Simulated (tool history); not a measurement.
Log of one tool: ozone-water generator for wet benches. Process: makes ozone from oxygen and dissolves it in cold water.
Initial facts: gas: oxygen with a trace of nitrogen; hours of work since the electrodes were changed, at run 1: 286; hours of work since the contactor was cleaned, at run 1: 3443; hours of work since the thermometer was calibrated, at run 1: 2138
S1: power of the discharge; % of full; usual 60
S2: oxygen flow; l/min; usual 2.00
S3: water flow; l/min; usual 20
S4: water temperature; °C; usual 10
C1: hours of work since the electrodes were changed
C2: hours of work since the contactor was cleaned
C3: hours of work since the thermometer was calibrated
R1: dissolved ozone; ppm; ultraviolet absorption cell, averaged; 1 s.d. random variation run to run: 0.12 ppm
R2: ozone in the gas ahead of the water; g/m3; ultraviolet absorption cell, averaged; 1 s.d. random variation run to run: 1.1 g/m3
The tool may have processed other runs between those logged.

{"run": 1, "hour": 0.0, "S1": 60, "S2": 2.0, "S3": 20, "S4": 10, "C1": 286, "C2": 3443, "C3": 2138, "R1": 9.5, "R2": 187.5}
{"run": 2, "hour": 40.4, "S1": 60, "S2": 2.0, "S3": 20, "S4": 10, "C1": 321, "C2": 3478, "C3": 2173, "R1": 9.4, "R2": 188.5}
{"run": 3, "hour": 66.4, "S1": 60, "S2": 2.0, "S3": 20, "S4": 10, "C1": 344, "C2": 3501, "C3": 2195, "R1": 9.5, "R2": 187.7}
{"run": 4, "hour": 122.4, "S1": 60, "S2": 1.28, "S3": 20, "S4": 10, "C1": 392, "C2": 3549, "C3": 2244, "R1": 8.3, "R2": 236.0}
{"run": 5, "hour": 167.4, "S1": 60, "S2": 2.0, "S3": 20, "S4": 5, "C1": 431, "C2": 3588, "C3": 2283, "R1": 9.7, "R2": 187.4}
{"run": 6, "hour": 212.5, "S1": 60, "S2": 2.0, "S3": 20, "S4": 5, "C1": 470, "C2": 3627, "C3": 2322, "R1": 10.0, "R2": 185.5}
{"run": 7, "hour": 256.0, "S1": 60, "S2": 2.0, "S3": 20, "S4": 8, "C1": 508, "C2": 3665, "C3": 2360, "R1": 9.7, "R2": 188.5}
{"run": 8, "hour": 306.2, "S1": 60, "S2": 2.0, "S3": 20, "S4": 8, "C1": 552, "C2": 3709, "C3": 2403, "R1": 9.7, "R2": 185.4}
{"run": 9, "hour": 339.6, "S1": 60, "S2": 2.0, "S3": 20, "S4": 8, "C1": 581, "C2": 3738, "C3": 2432, "R1": 9.7, "R2": 185.2}
{"run": 10, "hour": 378.3, "S1": 60, "S2": 2.0, "S3": 20, "S4": 8, "C1": 614, "C2": 3771, "C3": 2466, "R1": 9.7, "R2": 185.5}
{"run": 11, "hour": 407.8, "S1": 60, "S2": 2.0, "S3": 20, "S4": 8, "C1": 640, "C2": 3797, "C3": 2492, "R1": 9.8, "R2": 186.3}
{"run": 12, "hour": 458.8, "S1": 61, "S2": 2.0, "S3": 20, "S4": 10, "C1": 684, "C2": 3841, "C3": 2536, "R1": 9.6, "R2": 187.3}
{"run": 13, "hour": 492.5, "S1": 60, "S2": 2.0, "S3": 20, "S4": 10, "C1": 713, "C2": 3870, "C3": 2565, "R1": 9.6, "R2": 186.4}
{"run": 14, "hour": 548.3, "S1": 60, "S2": 2.0, "S3": 20, "S4": 10, "C1": 762, "C2": 3919, "C3": 2614, "R1": 9.3, "R2": 185.2}
{"run": 15, "hour": 579.2, "S1": 60, "S2": 2.0, "S3": 20, "S4": 10, "C1": 789, "C2": 3946, "C3": 2640, "R1": 9.4, "R2": 184.6}
{"run": 16, "hour": 640.9, "S1": 60, "S2": 2.0, "S3": 20, "S4": 10, "C1": 842, "C2": 3999, "C3": 2694, "R1": 9.4, "R2": 186.4}
{"run": 17, "hour": 690.3, "S1": 60, "S2": 2.0, "S3": 20, "S4": 10, "C1": 885, "C2": 4042, "C3": 2737, "R1": 9.4, "R2": 184.9}
{"run": 18, "hour": 750.9, "S1": 60, "S2": 2.0, "S3": 20, "S4": 10, "C1": 938, "C2": 4094, "C3": 2789, "R1": 9.4, "R2": 186.1}
{"run": 19, "hour": 814.0, "S1": 60, "S2": 2.0, "S3": 20, "S4": 10, "C1": 992, "C2": 4149, "C3": 2844, "R1": 9.4, "R2": 182.7}
{"run": 20, "hour": 857.3, "S1": 93, "S2": 1.75, "S3": 14, "S4": 11, "C1": 1030, "C2": 4187, "C3": 2882, "R1": 18.0, "R2": 279.9}
{"run": 21, "hour": 893.4, "S1": 93, "S2": 1.75, "S3": 14, "S4": 11, "C1": 1061, "C2": 4218, "C3": 2913, "R1": 18.2, "R2": 282.1}
{"run": 22, "hour": 948.6, "S1": 60, "S2": 1.81, "S3": 30, "S4": 7, "C1": 1109, "C2": 4266, "C3": 2961, "R1": 6.0, "R2": 193.9}
{"hour": 957.5, "done": "contactor cleaned"}
{"run": 23, "hour": 996.1, "S1": 43, "S2": 2.0, "S3": 20, "S4": 10, "C1": 1147, "C2": 34, "C3": 2999, "R1": 7.2, "R2": 138.8}
{"run": 24, "hour": 1038.9, "S1": 59, "S2": 2.95, "S3": 30, "S4": 10, "C1": 1184, "C2": 71, "C3": 3036, "R1": 7.0, "R2": 146.9}
{"run": 25, "hour": 1076.0, "S1": 59, "S2": 3.11, "S3": 23, "S4": 6, "C1": 1216, "C2": 103, "C3": 3068, "R1": 9.9, "R2": 143.7}
{"run": 26, "hour": 1112.6, "S1": 60, "S2": 2.0, "S3": 17, "S4": 15, "C1": 1248, "C2": 135, "C3": 3100, "R1": 10.8, "R2": 182.4}
{"run": 27, "hour": 1163.0, "S1": 54, "S2": 1.53, "S3": 24, "S4": 11, "C1": 1292, "C2": 178, "C3": 3143, "R1": 6.8, "R2": 191.8}
{"run": 28, "hour": 1221.4, "S1": 54, "S2": 1.53, "S3": 24, "S4": 11, "C1": 1342, "C2": 229, "C3": 3194, "R1": 6.7, "R2": 191.7}
{"run": 29, "hour": 1268.4, "S1": 96, "S2": 2.0, "S3": 20, "S4": 12, "C1": 1383, "C2": 270, "C3": 3235, "R1": 13.6, "R2": 266.6}
{"run": 30, "hour": 1306.4, "S1": 60, "S2": 2.0, "S3": 20, "S4": 17, "C1": 1416, "C2": 303, "C3": 3268, "R1": 9.1, "R2": 180.0}
{"run": 31, "hour": 1334.0, "S1": 60, "S2": 2.0, "S3": 20, "S4": 17, "C1": 1440, "C2": 327, "C3": 3292, "R1": 9.1, "R2": 180.3}
{"run": 32, "hour": 1368.5, "S1": 60, "S2": 3.49, "S3": 20, "S4": 10, "C1": 1470, "C2": 357, "C3": 3322, "R1": 10.8, "R2": 135.7}

Each row is a separate what-if for the run after 32, all from the same tool condition, not one after another. Results?
{"run": "A", "hour": 1423.5, "S1": 60, "S2": 2.0, "S3": 13, "S4": 10, "C1": 1518, "C2": 404, "C3": 3369, "R1": "?", "R2": "?"}
{"run": "B", "hour": 1423.5, "S1": 96, "S2": 1.12, "S3": 16, "S4": 10, "C1": 1518, "C2": 404, "C3": 3369, "R1": "?", "R2": "?"}
{"run": "C", "hour": 1423.5, "S1": 94, "S2": 1.92, "S3": 20, "S4": 17, "C1": 1518, "C2": 404, "C3": 3369, "R1": "?", "R2": "?"}

run=A R1=14.4 R2=181.7
run=B R1=14.6 R2=354.1
run=C R1=13.0 R2=266.1
With the hidden condition removed and each run's random variation left untouched, the same runs would have given:
run=A R1=15.3 R2=191.6
run=B R1=15.9 R2=382.5
run=C R1=14.2 R2=287.0
